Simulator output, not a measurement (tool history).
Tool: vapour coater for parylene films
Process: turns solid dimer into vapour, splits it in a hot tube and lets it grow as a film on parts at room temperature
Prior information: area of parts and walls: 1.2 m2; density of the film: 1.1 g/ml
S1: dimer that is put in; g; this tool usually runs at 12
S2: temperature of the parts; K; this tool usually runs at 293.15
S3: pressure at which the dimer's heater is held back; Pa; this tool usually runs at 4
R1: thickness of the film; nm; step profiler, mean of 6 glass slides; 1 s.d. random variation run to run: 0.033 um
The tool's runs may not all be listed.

run,hour,S1,S2,S3,R1
1,0,12,293.15,4,5560
2,17.4,12,293.15,4,5620
3,42.1,7,293.15,4,3210
# hour 50.4: trap's valve overhauled
4,81,7,293.15,4,3280
5,104.3,12,293.15,4,5600
6,126.7,12,293.15,4,5570
7,150.1,6,293.15,4,2780
8,185.1,6,293.15,4,2740
9,219.1,12,303.15,4,3500
10,255.8,12,293.15,4,5580
11,290.6,12,293.15,4,5570
12,318.2,11,288.15,2.53,6860
13,350.6,12,297.15,4,4600
14,385.2,12,303.15,3.45,3510
15,415,8,288.15,3.45,4780
16,452.2,8,289.15,3.83,4460
# hour 473.9: trap's valve overhauled
17,490.8,8,289.15,3.83,4420
18,515.5,21,293.15,4,9560
19,536.5,9,293.15,2.18,4500
20,562.4,9,292.15,2.18,4720
21,588.6,9,292.15,2.18,4740
22,627.6,6,289.15,5.09,3100

What if the next run were any one of these 5? Each begins from the tool's condition after run 22:
A,649.7,6,294.15,8.32,?
B,649.7,15,289.15,5.09,?
C,649.7,9,291.15,2.45,?
D,649.7,9,301.15,2.46,?
E,649.7,12,288.15,4.32,?

run,R1
A,2320
B,7920
C,4910
D,3030
E,6820
The same runs, with their run-to-run variation unchanged, on a tool lacking any hidden condition would have given:
run,R1
A,2390
B,8160
C,5060
D,3120
E,7030
